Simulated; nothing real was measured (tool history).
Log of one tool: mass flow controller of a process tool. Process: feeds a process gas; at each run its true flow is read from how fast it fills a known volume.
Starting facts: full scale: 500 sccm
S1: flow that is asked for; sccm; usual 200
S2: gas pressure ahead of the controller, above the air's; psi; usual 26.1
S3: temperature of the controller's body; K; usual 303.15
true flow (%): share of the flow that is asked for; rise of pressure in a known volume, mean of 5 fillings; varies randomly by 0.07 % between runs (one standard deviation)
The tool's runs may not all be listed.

run 1 hour=0.0 | S1=200 S2=26.1 S3=303.15 | true_flow_(%)=100.06
run 2 hour=150.1 | S1=200 S2=26.1 S3=303.15 | true_flow_(%)=100.21
run 3 hour=225.6 | S1=200 S2=26.1 S3=303.15 | true_flow_(%)=100.14
run 4 hour=310.7 | S1=200 S2=26.1 S3=303.15 | true_flow_(%)=100.13
run 5 hour=479.6 | S1=188 S2=26.1 S3=303.15 | true_flow_(%)=100.41
run 6 hour=614.5 | S1=200 S2=26.1 S3=303.15 | true_flow_(%)=100.20
run 7 hour=695.1 | S1=200 S2=26.1 S3=303.15 | true_flow_(%)=100.21
run 8 hour=840.6 | S1=200 S2=26.1 S3=303.15 | true_flow_(%)=100.15
run 9 hour=926.9 | S1=200 S2=26.1 S3=295.15 | true_flow_(%)=100.65
run 10 hour=1086.8 | S1=200 S2=26.1 S3=295.15 | true_flow_(%)=100.57
run 11 hour=1197.6 | S1=200 S2=31.9 S3=295.15 | true_flow_(%)=100.17
run 12 hour=1341.4 | S1=310 S2=26.1 S3=303.15 | true_flow_(%)=99.35
run 13 hour=1503.4 | S1=310 S2=26.1 S3=303.15 | true_flow_(%)=99.45
run 14 hour=1668.0 | S1=200 S2=26.1 S3=303.15 | true_flow_(%)=100.27
run 15 hour=1783.9 | S1=200 S2=26.1 S3=295.15 | true_flow_(%)=100.65
run 16 hour=1917.1 | S1=200 S2=26.1 S3=295.15 | true_flow_(%)=100.85
run 17 hour=2080.0 | S1=249 S2=26.1 S3=303.15 | true_flow_(%)=99.79
run 18 hour=2208.8 | S1=249 S2=26.1 S3=300.15 | true_flow_(%)=100.05
run 19 hour=2362.3 | S1=249 S2=26.1 S3=300.15 | true_flow_(%)=100.07
run 20 hour=2523.7 | S1=479 S2=36.4 S3=306.15 | true_flow_(%)=98.58
run 21 hour=2677.0 | S1=54 S2=22.3 S3=302.15 | true_flow_(%)=108.46
-- hour=2686.3 controller's zero set anew
run 22 hour=2761.9 | S1=200 S2=32.6 S3=298.15 | true_flow_(%)=101.49

What will run 23 give?
run 23 hour=2937.0 | S1=200 S2=24.7 S3=309.15 | true_flow_(%)=?

Logged for run 23: true flow (%) 101.11.
On a tool with no hidden condition, and with the same random variation, this run would have come out at true flow (%) 99.02.
